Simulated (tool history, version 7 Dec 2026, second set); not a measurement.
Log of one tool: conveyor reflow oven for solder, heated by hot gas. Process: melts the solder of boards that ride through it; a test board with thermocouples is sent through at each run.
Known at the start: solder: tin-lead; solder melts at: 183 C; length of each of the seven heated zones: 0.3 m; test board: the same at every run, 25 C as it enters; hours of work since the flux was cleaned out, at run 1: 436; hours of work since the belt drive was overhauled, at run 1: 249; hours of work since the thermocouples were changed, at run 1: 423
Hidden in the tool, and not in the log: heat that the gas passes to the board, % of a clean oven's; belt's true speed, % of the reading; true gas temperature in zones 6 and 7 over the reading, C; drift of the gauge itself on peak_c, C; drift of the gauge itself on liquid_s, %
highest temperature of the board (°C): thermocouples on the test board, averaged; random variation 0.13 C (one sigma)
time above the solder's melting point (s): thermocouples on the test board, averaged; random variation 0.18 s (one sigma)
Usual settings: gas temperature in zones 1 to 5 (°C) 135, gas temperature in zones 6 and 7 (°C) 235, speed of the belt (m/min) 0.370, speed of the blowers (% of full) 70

run	day	gas temperature in zones 1 to 5 (°C)	gas temperature in zones 6 and 7 (°C)	speed of the belt (m/min)	speed of the blowers (% of full)	hours of work since the flux was cleaned out	hours of work since the belt drive was overhauled	hours of work since the thermocouples were changed	highest temperature of the board (°C)	time above the solder's melting point (s)
1	0.000	135	235	0.370	70	436	249	423	223.1	78.0
# day 0.829: flux residue cleaned out of gas plates and filters
2	1.054	135	235	0.370	70	3	261	434	223.1	78.0
3	1.975	135	235	0.303	70	16	274	447	227.6	101.3
4	2.475	135	235	0.370	70	23	281	454	222.9	78.2
5	2.946	135	235	0.370	70	29	287	461	223.1	78.0
6	3.679	135	235	0.370	70	40	297	471	223.3	78.1
7	4.579	135	228	0.370	70	52	310	483	216.7	72.8
8	5.358	135	228	0.370	70	63	321	494	216.5	72.9
9	6.242	135	235	0.370	70	75	333	507	222.9	78.5
10	6.696	135	235	0.370	51	82	339	513	220.3	74.6
11	7.417	135	235	0.370	51	92	349	523	220.1	74.7
12	7.967	135	235	0.311	70	99	357	531	227.3	97.9
13	8.833	135	235	0.359	70	111	369	543	223.8	81.3
14	9.579	135	235	0.370	70	122	380	553	223.0	77.6
15	9.983	135	235	0.370	68	127	385	559	222.9	77.7
16	10.850	135	235	0.370	68	140	397	571	222.8	78.0
17	11.796	127	235	0.406	68	153	410	584	218.9	64.6
18	12.250	138	236	0.351	62	159	417	590	225.0	84.9
19	12.883	135	237	0.318	70	168	426	599	228.7	96.5
20	13.333	135	237	0.318	70	174	432	605	228.6	97.0
21	13.771	143	244	0.307	84	180	438	611	237.9	109.9
22	14.229	121	235	0.436	70	187	444	618	215.6	54.5
23	15.125	121	235	0.436	70	199	457	630	215.7	54.7
24	15.604	121	235	0.436	70	206	463	637	215.6	55.0
25	16.550	121	233	0.324	70	219	477	650	223.1	85.2
26	17.304	150	224	0.352	64	229	487	661	215.4	83.2
27	18.254	139	244	0.370	70	243	500	674	231.9	85.4
28	18.883	139	244	0.370	70	251	509	683	232.1	85.9
29	19.792	135	243	0.375	70	264	522	695	229.9	81.9
30	20.258	135	226	0.391	70	271	528	702	213.5	65.4
31	21.117	140	249	0.340	70	282	540	714	238.8	98.0

How the hidden state differs across the entries between the runs, from the last listed run before each to the first after it:
Between runs 1 and 2: flux residue cleaned out of gas plates and filters (day 0.829)
  heat that the gas passes to the board, % of a clean oven's: 99.6 -> 100
